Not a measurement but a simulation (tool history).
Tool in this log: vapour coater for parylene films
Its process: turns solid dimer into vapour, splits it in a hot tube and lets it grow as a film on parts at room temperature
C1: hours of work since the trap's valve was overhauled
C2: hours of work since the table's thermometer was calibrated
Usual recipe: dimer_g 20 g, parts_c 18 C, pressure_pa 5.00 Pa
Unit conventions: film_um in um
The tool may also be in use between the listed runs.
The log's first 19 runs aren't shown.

Run 20, hour 245.1: usual settings but parts_c 11 C, pressure_pa 5.59 Pa; C1 167; C2 183. Result: film_um 5.67 um.
Run 21, hour 257.4: usual settings but dimer_g 21 g, parts_c 14 C, pressure_pa 3.54 Pa; C1 173; C2 189. Result: film_um 5.61 um.
Run 22, hour 270.8: usual settings but dimer_g 13 g, pressure_pa 4.76 Pa; C1 179; C2 195. Result: film_um 2.79 um.
Run 23, hour 280.2: usual settings but dimer_g 13 g, pressure_pa 4.76 Pa; C1 184; C2 199. Result: film_um 2.81 um.
Run 24, hour 291.5: usual settings but dimer_g 13 g, parts_c 12 C, pressure_pa 4.76 Pa; C1 189; C2 205. Result: film_um 3.56 um.
Run 25, hour 308.6: usual settings but dimer_g 26 g, parts_c 26 C, pressure_pa 5.84 Pa; C1 197; C2 212. Result: film_um 3.94 um.
Run 26, hour 316.1: usual settings but dimer_g 26 g, parts_c 26 C, pressure_pa 5.84 Pa; C1 200; C2 216. Result: film_um 3.94 um.
Run 27, hour 329.9: usual settings but dimer_g 14 g, parts_c 16 C, pressure_pa 4.53 Pa; C1 207; C2 222. Result: film_um 3.31 um.
Run 28, hour 338.2: usual settings but dimer_g 10 g, pressure_pa 7.34 Pa; C1 210; C2 226. Result: film_um 2.08 um.
Run 29, hour 349.7: usual settings but dimer_g 10 g, pressure_pa 7.34 Pa; C1 216; C2 231. Result: film_um 2.04 um.
Run 30, hour 366.1: usual settings but dimer_g 10 g, pressure_pa 7.34 Pa; C1 223; C2 239. Result: film_um 2.04 um.
Run 31, hour 378.0: usual settings but dimer_g 29 g, parts_c 21 C, pressure_pa 2.01 Pa; C1 229; C2 245. Result: film_um 6.19 um.
Run 32, hour 390.9: usual settings but dimer_g 29 g, pressure_pa 5.73 Pa; C1 235; C2 251. Result: film_um 6.09 um.
Run 33, hour 400.6: usual settings but dimer_g 29 g, pressure_pa 5.73 Pa; C1 239; C2 255. Result: film_um 6.15 um.
Run 34, hour 414.9: usual settings but dimer_g 29 g, pressure_pa 5.73 Pa; C1 246; C2 262. Result: film_um 6.10 um.
Run 35, hour 423.9: usual settings but dimer_g 32 g, parts_c 29 C; C1 250; C2 266. Result: film_um 4.41 um.
Run 36, hour 435.9: usual settings but dimer_g 10 g, parts_c 17 C, pressure_pa 11.23 Pa; C1 256; C2 271. Result: film_um 1.99 um.
Run 37, hour 449.3: usual settings but dimer_g 10 g, parts_c 17 C, pressure_pa 11.23 Pa; C1 262; C2 277. Result: film_um 2.04 um.
Run 38, hour 462.9: usual settings but parts_c 19 C; C1 268; C2 284. Result: film_um 4.12 um.

Each row is a separate what-if for the run after 38, all from the same tool condition, not one after another. Results?
Run A, hour 478.8: usual settings but parts_c 19 C, pressure_pa 11.40 Pa; C1 275; C2 291. Result: film_um ?.
Run B, hour 478.8: usual settings but dimer_g 27 g, parts_c 19 C, pressure_pa 5.37 Pa; C1 275; C2 291. Result: film_um ?.
Run C, hour 478.8: usual settings but dimer_g 28 g, parts_c 19 C; C1 275; C2 291. Result: film_um ?.

run  film_um
  A     3.75
  B     5.52
  C     5.78
With the hidden condition removed and each run's random variation left untouched, the same runs would have given:
run  film_um
  A     3.77
  B     5.55
  C     5.82

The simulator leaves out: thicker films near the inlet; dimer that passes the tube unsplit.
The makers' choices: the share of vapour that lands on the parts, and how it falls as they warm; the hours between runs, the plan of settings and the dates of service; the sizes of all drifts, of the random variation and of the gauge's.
